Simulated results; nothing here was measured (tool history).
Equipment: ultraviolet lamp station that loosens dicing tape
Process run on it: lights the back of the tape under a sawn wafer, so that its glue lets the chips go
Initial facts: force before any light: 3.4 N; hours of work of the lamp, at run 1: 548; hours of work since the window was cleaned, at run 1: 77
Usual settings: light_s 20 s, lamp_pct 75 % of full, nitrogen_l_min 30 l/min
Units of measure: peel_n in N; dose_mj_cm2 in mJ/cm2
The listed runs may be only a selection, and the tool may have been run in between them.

run	hour	light_s	lamp_pct	nitrogen_l_min	hours of work of the lamp	hours of work since the window was cleaned	peel_n	dose_mj_cm2
1	0.0	20	75	30	548	77	0.165	421
2	70.1	20	75	12	578	107	0.368	408
3	162.0	20	75	12	616	145	0.380	404
4	240.1	20	75	12	649	178	0.388	400
5	330.6	20	75	30	687	216	0.182	393
6	388.3	20	75	30	711	240	0.197	386
7	449.4	20	75	23	736	265	0.250	381
8	502.4	20	75	41	758	287	0.169	374
9	578.8	20	75	41	790	319	0.174	371
10	647.3	20	75	41	819	348	0.170	366
11	751.2	20	75	41	863	392	0.180	356
12	798.1	20	75	41	882	411	0.175	357
13	860.5	20	75	41	908	437	0.189	347
# hour 883.5: window cleaned of glue's vapour
14	905.1	20	70	30	927	9	0.242	353
15	959.7	20	70	30	950	32	0.231	351
16	1032.4	20	94	30	980	62	0.149	465
17	1084.3	20	94	30	1002	84	0.136	459
18	1180.2	20	75	44	1042	124	0.179	354
19	1270.6	20	92	30	1080	162	0.171	425
20	1332.0	20	92	30	1105	188	0.161	425
21	1425.9	20	92	30	1145	227	0.186	416
22	1468.5	20	73	30	1162	245	0.267	327
23	1537.0	20	73	30	1191	273	0.269	319
24	1602.8	13	70	30	1219	301	0.642	199
25	1681.9	20	88	20	1252	334	0.285	381
26	1728.1	20	88	20	1271	353	0.290	373
27	1816.8	20	88	20	1308	390	0.289	360
28	1909.0	19	66	20	1347	429	0.572	255
# hour 1954.7: window cleaned of glue's vapour
29	1995.7	19	66	20	1383	17	0.539	265
30	2055.5	20	75	27	1408	42	0.298	317
31	2144.8	20	75	27	1445	80	0.321	310
32	2191.7	11	75	33	1465	99	0.796	171
33	2261.1	18	75	9	1494	128	0.833	272
34	2317.0	20	62	30	1517	152	0.443	244
35	2410.9	24	79	10	1556	191	0.486	372
36	2480.2	24	79	10	1585	220	0.506	364
37	2541.1	24	79	10	1611	245	0.538	361
38	2596.4	10	73	51	1634	268	0.828	133
39	2645.8	10	85	51	1655	289	0.686	158
40	2689.0	10	85	51	1673	307	0.687	157
41	2748.4	11	82	47	1698	332	0.667	161
42	2794.6	11	82	47	1717	351	0.677	162

What if the next run were any one of these 5? Each begins from the tool's condition after run 42:
A	2837.9	10	63	26	1735	369	?	?
B	2837.9	11	82	10	1735	369	?	?
C	2837.9	13	75	13	1735	369	?	?
D	2837.9	20	75	30	1735	369	?	?
E	2837.9	20	75	11	1735	369	?	?

run	peel_n	dose_mj_cm2
A	1.367	112
B	1.465	159
C	1.184	172
D	0.399	262
E	0.784	262
Take away the tool's hidden state, keep each run's random variation, and the runs would have read:
run	peel_n	dose_mj_cm2
A	0.666	206
B	0.733	294
C	0.528	319
D	0.139	487
E	0.277	488

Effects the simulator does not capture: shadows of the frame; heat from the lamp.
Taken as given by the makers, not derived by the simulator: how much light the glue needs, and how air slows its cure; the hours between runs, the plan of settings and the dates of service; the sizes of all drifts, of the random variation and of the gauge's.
